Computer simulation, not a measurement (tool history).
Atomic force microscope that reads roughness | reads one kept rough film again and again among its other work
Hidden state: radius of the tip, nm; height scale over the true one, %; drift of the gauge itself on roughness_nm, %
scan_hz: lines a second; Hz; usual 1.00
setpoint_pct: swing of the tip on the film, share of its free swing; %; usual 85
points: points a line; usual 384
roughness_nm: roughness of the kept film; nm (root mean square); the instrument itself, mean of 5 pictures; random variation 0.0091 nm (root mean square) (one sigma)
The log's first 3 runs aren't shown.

run    hour  scan_hz  setpoint_pct  points  pictures with this tip  hours of work since the height scale was calibrated  roughness_nm
       68.1  -- new tip fitted
  4   103.4     1.00            85     384                      49                                                  756         1.991
  5   156.8     1.00            85     384                     123                                                  786         1.930
  6   207.3     1.00            85     384                     193                                                  813         1.889
      232.8  -- new tip fitted
  7   239.5     1.00            85     384                      10                                                  831         2.024
  8   264.3     1.00            83     384                      44                                                  844         2.014
  9   323.8     1.32            85     384                     126                                                  877         1.889
 10   351.7     1.32            85     384                     165                                                  892         1.865
      398.6  -- new tip fitted
 11   412.0     1.32            85     384                      19                                                  925         1.985
 12   466.9     1.00            85     384                      95                                                  955         1.962
 13   514.9     1.00            85     384                     161                                                  982         1.893
 14   552.9     1.00            85     384                     214                                                 1003         1.856
      563.2  -- new tip fitted
 15   578.7     1.00            85     504                      22                                                 1016         2.033
 16   626.3     1.00            85     384                      88                                                 1043         1.974
 17   681.6     1.00            85     347                     164                                                 1073         1.897
      730.0  -- new tip fitted
 18   730.0     1.00            85     347                       0                                                 1099         2.029
 19   773.5     1.00            85     347                      60                                                 1123         1.975
 20   813.4     0.67            68     324                     115                                                 1145         2.034
 21   856.6     2.65            86     399                     175                                                 1169         1.701
 22   886.1     1.07            85     384                     216                                                 1185         1.869
      894.6  -- new tip fitted
 23   918.3     3.00            85     790                      33                                                 1203         1.787
 24   942.7     1.74            85     359                      67                                                 1216         1.883
 25   974.7     0.66            74     484                     111                                                 1234         2.034
 26  1000.8     0.66            63     484                     147                                                 1248         2.027
 27  1033.4     0.59            74     321                     192                                                 1266         1.955

Forecast run 28:
     1058.4  -- new tip fitted
 28  1060.6     0.59            74     321                       3                                                 1280             ?

Run 28 gave roughness_nm 2.103 nm (root mean square).
Without the tool's hidden state the same run would have given roughness_nm 2.117 nm (root mean square).
